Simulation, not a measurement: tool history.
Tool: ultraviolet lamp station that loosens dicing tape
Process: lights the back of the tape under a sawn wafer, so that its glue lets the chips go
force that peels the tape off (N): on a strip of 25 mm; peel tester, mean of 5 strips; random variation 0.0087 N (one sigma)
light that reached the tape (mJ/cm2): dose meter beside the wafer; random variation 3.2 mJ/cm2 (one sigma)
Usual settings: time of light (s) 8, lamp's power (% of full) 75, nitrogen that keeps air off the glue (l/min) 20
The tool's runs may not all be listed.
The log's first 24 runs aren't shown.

run   hour  time of light (s)  lamp's power (% of full)  nitrogen that keeps air off the glue (l/min)  hours of work of the lamp  hours of work since the window was cleaned  force that peels the tape off (N)  light that reached the tape (mJ/cm2)
 25  291.4                  6                        65                                            11                        194                                         661                              2.169                                   272
 26  304.5                  6                        65                                            13                        201                                         669                              2.023                                   269
 27  313.5                  8                        66                                            20                        207                                         674                              0.851                                   367
 28  329.7                  6                        78                                            20                        216                                         683                              1.106                                   320
     346.8  -- window cleaned of glue's vapour
 29  346.8                  8                        65                                            17                        225                                           0                               0.68                                   411
 30  357.7                  8                        65                                             6                        231                                           6                              1.475                                   413
 31  368.3                  8                        65                                             6                        238                                          12                               1.49                                   406
 32  377.3                 10                        68                                            20                        243                                          17                              0.295                                   538
 33  385.8                 10                        89                                             8                        248                                          22                              0.326                                   701
 34  400.1                 10                        89                                             8                        256                                          30                              0.326                                   695
 35  416.3                 10                        89                                             8                        265                                          40                              0.324                                   698
 36  428.9                  8                        73                                             8                        272                                          47                              0.996                                   455
 37  440.2                  8                        73                                             8                        279                                          53                              1.014                                   455
 38    451                  8                        73                                             8                        285                                          60                              0.986                                   449
 39  462.3                  7                        73                                            37                        291                                          66                              0.486                                   397
 40  474.4                  7                        97                                            30                        298                                          73                              0.246                                   522
 41  487.3                  8                        64                                            20                        306                                          80                              0.718                                   393
 42  498.5                  8                        97                                            37                        312                                          87                              0.179                                   593
 43  508.9                  8                        75                                            16                        318                                          93                              0.552                                   455
 44  522.4                  8                        75                                            16                        326                                         100                              0.558                                   456

3 ways to go on from here, each from the tool as it stands after run 44. What would each give?
  A  538.2                  8                        78                                            20                        335                                         110                                  ?                                     ?
  B  538.2                  8                        75                                            12                        335                                         110                                  ?                                     ?
  C  538.2                  8                        83                                            13                        335                                         110                                  ?                                     ?

run  force that peels the tape off (N)  light that reached the tape (mJ/cm2)
  A                              0.428                                   475
  B                              0.715                                   461
  C                              0.502                                   503
Without the tool's hidden state the same runs would have given:
run  force that peels the tape off (N)  light that reached the tape (mJ/cm2)
  A                              0.317                                   530
  B                              0.536                                   515
  C                              0.372                                   562
